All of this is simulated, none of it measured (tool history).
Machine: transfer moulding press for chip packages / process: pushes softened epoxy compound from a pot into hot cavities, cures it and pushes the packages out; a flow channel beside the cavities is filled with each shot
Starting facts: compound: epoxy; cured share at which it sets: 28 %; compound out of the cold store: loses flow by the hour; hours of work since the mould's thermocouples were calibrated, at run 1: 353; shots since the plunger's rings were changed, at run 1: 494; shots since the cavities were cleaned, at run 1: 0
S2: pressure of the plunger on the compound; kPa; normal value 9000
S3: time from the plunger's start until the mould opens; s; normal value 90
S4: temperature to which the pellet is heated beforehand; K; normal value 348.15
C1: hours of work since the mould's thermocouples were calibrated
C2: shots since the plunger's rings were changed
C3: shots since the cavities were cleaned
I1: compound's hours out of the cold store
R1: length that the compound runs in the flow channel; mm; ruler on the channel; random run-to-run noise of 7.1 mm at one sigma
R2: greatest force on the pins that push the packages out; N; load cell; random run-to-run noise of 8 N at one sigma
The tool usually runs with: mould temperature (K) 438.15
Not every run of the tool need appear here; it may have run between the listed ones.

run 1 day=0.000 | mould_temperature_(K)=438.15 S2=9000 S3=90 S4=348.15 | C1=353 C2=494 C3=0 | I1=15.2 | R1=781 R2=357
-- day=1.583 cavities cleaned with cleaning compound and waxed
run 2 day=1.671 | mould_temperature_(K)=438.15 S2=10290 S3=90 S4=348.15 | C1=381 C2=1040 C3=29 | I1=15.3 | R1=821 R2=552
-- day=3.200 cavities cleaned with cleaning compound and waxed
run 3 day=3.850 | mould_temperature_(K)=438.15 S2=10290 S3=90 S4=348.15 | C1=417 C2=1758 C3=221 | I1=43.8 | R1=679 R2=397
-- day=4.896 cavities cleaned with cleaning compound and waxed
run 4 day=5.371 | mould_temperature_(K)=438.15 S2=9380 S3=90 S4=348.15 | C1=442 C2=2253 C3=162 | I1=9.7 | R1=786 R2=437
-- day=6.546 cavities cleaned with cleaning compound and waxed
run 5 day=7.246 | mould_temperature_(K)=438.15 S2=9380 S3=90 S4=348.15 | C1=473 C2=2868 C3=237 | I1=22.6 | R1=730 R2=426
-- day=8.262 cavities cleaned with cleaning compound and waxed
run 6 day=8.738 | mould_temperature_(K)=438.15 S2=9000 S3=109 S4=348.15 | C1=498 C2=3353 C3=162 | I1=47.7 | R1=604 R2=293
-- day=9.404 plunger's sealing rings changed
-- day=9.912 cavities cleaned with cleaning compound and waxed
run 7 day=10.875 | mould_temperature_(K)=438.15 S2=9000 S3=109 S4=348.15 | C1=531 C2=477 C3=327 | I1=40.6 | R1=655 R2=322
-- day=11.512 cavities cleaned with cleaning compound and waxed
-- day=13.175 cavities cleaned with cleaning compound and waxed, once more
run 8 day=13.196 | mould_temperature_(K)=438.15 S2=9000 S3=90 S4=348.15 | C1=569 C2=1222 C3=7 | I1=25.5 | R1=710 R2=351
run 9 day=14.638 | mould_temperature_(K)=438.15 S2=9000 S3=90 S4=348.15 | C1=593 C2=1711 C3=496 | I1=34.1 | R1=670 R2=472
-- day=14.875 cavities cleaned with cleaning compound and waxed
run 10 day=16.038 | mould_temperature_(K)=438.15 S2=9000 S3=90 S4=354.15 | C1=616 C2=2165 C3=395 | I1=12.7 | R1=749 R2=448
-- day=16.425 cavities cleaned with cleaning compound and waxed
-- day=17.392 mould's thermocouples calibrated
-- day=18.121 cavities cleaned with cleaning compound and waxed
run 11 day=18.233 | mould_temperature_(K)=438.15 S2=9000 S3=90 S4=354.15 | C1=13 C2=2838 C3=37 | I1=22.6 | R1=709 R2=354
-- day=19.746 cavities cleaned with cleaning compound and waxed
-- day=20.421 plunger's sealing rings changed
run 12 day=20.421 | mould_temperature_(K)=438.15 S2=9000 S3=128 S4=348.15 | C1=48 C2=0 C3=194 | I1=17.2 | R1=772 R2=282

What does the tool deliver on the next run?
-- day=21.400 cavities cleaned with cleaning compound and waxed
run 13 day=21.854 | mould_temperature_(K)=433.15 S2=9000 S3=90 S4=348.15 | C1=71 C2=464 C3=154 | I1=42.9 | R1=? R2=?

{"run 13": {"R1": 660, "R2": 517}}
With the hidden condition absent and the run-to-run variation left alone, this run would have shown R1 666 mm, R2 436 N.

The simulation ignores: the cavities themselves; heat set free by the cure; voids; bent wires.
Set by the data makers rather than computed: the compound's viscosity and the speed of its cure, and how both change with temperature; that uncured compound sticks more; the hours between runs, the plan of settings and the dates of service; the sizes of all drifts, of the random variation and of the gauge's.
